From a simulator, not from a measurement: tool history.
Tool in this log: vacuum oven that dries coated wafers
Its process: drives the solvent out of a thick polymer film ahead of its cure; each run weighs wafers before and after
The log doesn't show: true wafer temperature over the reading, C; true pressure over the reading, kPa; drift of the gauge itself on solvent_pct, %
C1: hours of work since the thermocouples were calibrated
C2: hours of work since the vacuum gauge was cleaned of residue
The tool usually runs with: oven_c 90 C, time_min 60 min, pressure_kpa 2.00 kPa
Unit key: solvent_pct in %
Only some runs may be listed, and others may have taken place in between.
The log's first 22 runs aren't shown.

{"run": 23, "hour": 189.0, "oven_c": 79, "time_min": 60, "pressure_kpa": 2.0, "C1": 586, "C2": 341, "solvent_pct": 6.03}
{"run": 24, "hour": 199.7, "oven_c": 88, "time_min": 60, "pressure_kpa": 2.0, "C1": 592, "C2": 348, "solvent_pct": 2.36}
{"run": 25, "hour": 205.0, "oven_c": 98, "time_min": 77, "pressure_kpa": 4.09, "C1": 595, "C2": 351, "solvent_pct": 1.57}
{"run": 26, "hour": 210.4, "oven_c": 90, "time_min": 60, "pressure_kpa": 4.33, "C1": 599, "C2": 355, "solvent_pct": 3.01}
{"run": 27, "hour": 217.1, "oven_c": 90, "time_min": 60, "pressure_kpa": 4.33, "C1": 603, "C2": 359, "solvent_pct": 3.0}
{"run": 28, "hour": 229.0, "oven_c": 90, "time_min": 60, "pressure_kpa": 1.17, "C1": 610, "C2": 366, "solvent_pct": 1.45}
{"run": 29, "hour": 241.0, "oven_c": 83, "time_min": 60, "pressure_kpa": 4.05, "C1": 617, "C2": 373, "solvent_pct": 5.36}
{"run": 30, "hour": 248.2, "oven_c": 90, "time_min": 60, "pressure_kpa": 3.51, "C1": 622, "C2": 378, "solvent_pct": 2.6}
{"run": 31, "hour": 259.9, "oven_c": 90, "time_min": 82, "pressure_kpa": 2.0, "C1": 629, "C2": 385, "solvent_pct": 1.26}
{"run": 32, "hour": 266.5, "oven_c": 90, "time_min": 82, "pressure_kpa": 2.0, "C1": 633, "C2": 389, "solvent_pct": 1.28}
{"run": 33, "hour": 274.7, "oven_c": 102, "time_min": 38, "pressure_kpa": 2.0, "C1": 638, "C2": 394, "solvent_pct": 0.84}
{"run": 34, "hour": 286.8, "oven_c": 85, "time_min": 92, "pressure_kpa": 2.0, "C1": 645, "C2": 401, "solvent_pct": 1.91}
{"run": 35, "hour": 297.4, "oven_c": 95, "time_min": 92, "pressure_kpa": 4.16, "C1": 652, "C2": 408, "solvent_pct": 1.78}
{"run": 36, "hour": 308.9, "oven_c": 77, "time_min": 90, "pressure_kpa": 4.96, "C1": 659, "C2": 415, "solvent_pct": 6.84}
{"run": 37, "hour": 319.5, "oven_c": 77, "time_min": 89, "pressure_kpa": 5.16, "C1": 665, "C2": 421, "solvent_pct": 7.12}
{"run": 38, "hour": 328.8, "oven_c": 92, "time_min": 35, "pressure_kpa": 1.83, "C1": 671, "C2": 427, "solvent_pct": 3.21}
{"run": 39, "hour": 337.1, "oven_c": 90, "time_min": 60, "pressure_kpa": 3.22, "C1": 676, "C2": 432, "solvent_pct": 2.53}
{"run": 40, "hour": 342.4, "oven_c": 90, "time_min": 60, "pressure_kpa": 3.22, "C1": 679, "C2": 435, "solvent_pct": 2.45}
{"run": 41, "hour": 348.6, "oven_c": 81, "time_min": 60, "pressure_kpa": 1.82, "C1": 683, "C2": 439, "solvent_pct": 4.97}
{"run": 42, "hour": 354.1, "oven_c": 81, "time_min": 60, "pressure_kpa": 1.82, "C1": 686, "C2": 442, "solvent_pct": 4.99}
{"run": 43, "hour": 364.0, "oven_c": 78, "time_min": 55, "pressure_kpa": 1.73, "C1": 692, "C2": 448, "solvent_pct": 6.99}
{"run": 44, "hour": 374.8, "oven_c": 78, "time_min": 55, "pressure_kpa": 1.73, "C1": 699, "C2": 455, "solvent_pct": 7.05}
{"run": 45, "hour": 381.1, "oven_c": 78, "time_min": 99, "pressure_kpa": 1.35, "C1": 703, "C2": 459, "solvent_pct": 3.37}
{"run": 46, "hour": 390.7, "oven_c": 78, "time_min": 33, "pressure_kpa": 2.4, "C1": 709, "C2": 465, "solvent_pct": 10.65}
{"run": 47, "hour": 401.7, "oven_c": 78, "time_min": 33, "pressure_kpa": 3.36, "C1": 715, "C2": 471, "solvent_pct": 11.01}

What if the next run were any one of these 3? Each begins from the tool's condition after run 47:
{"run": "A", "hour": 409.0, "oven_c": 90, "time_min": 60, "pressure_kpa": 4.07, "C1": 720, "C2": 476, "solvent_pct": "?"}
{"run": "B", "hour": 409.0, "oven_c": 93, "time_min": 34, "pressure_kpa": 4.1, "C1": 720, "C2": 476, "solvent_pct": "?"}
{"run": "C", "hour": 409.0, "oven_c": 90, "time_min": 60, "pressure_kpa": 1.32, "C1": 720, "C2": 476, "solvent_pct": "?"}

run=A solvent_pct=2.97
run=B solvent_pct=3.90
run=C solvent_pct=1.59
Take away the tool's hidden state, keep each run's random variation, and the runs would have read:
run=A solvent_pct=2.96
run=B solvent_pct=3.88
run=C solvent_pct=1.58
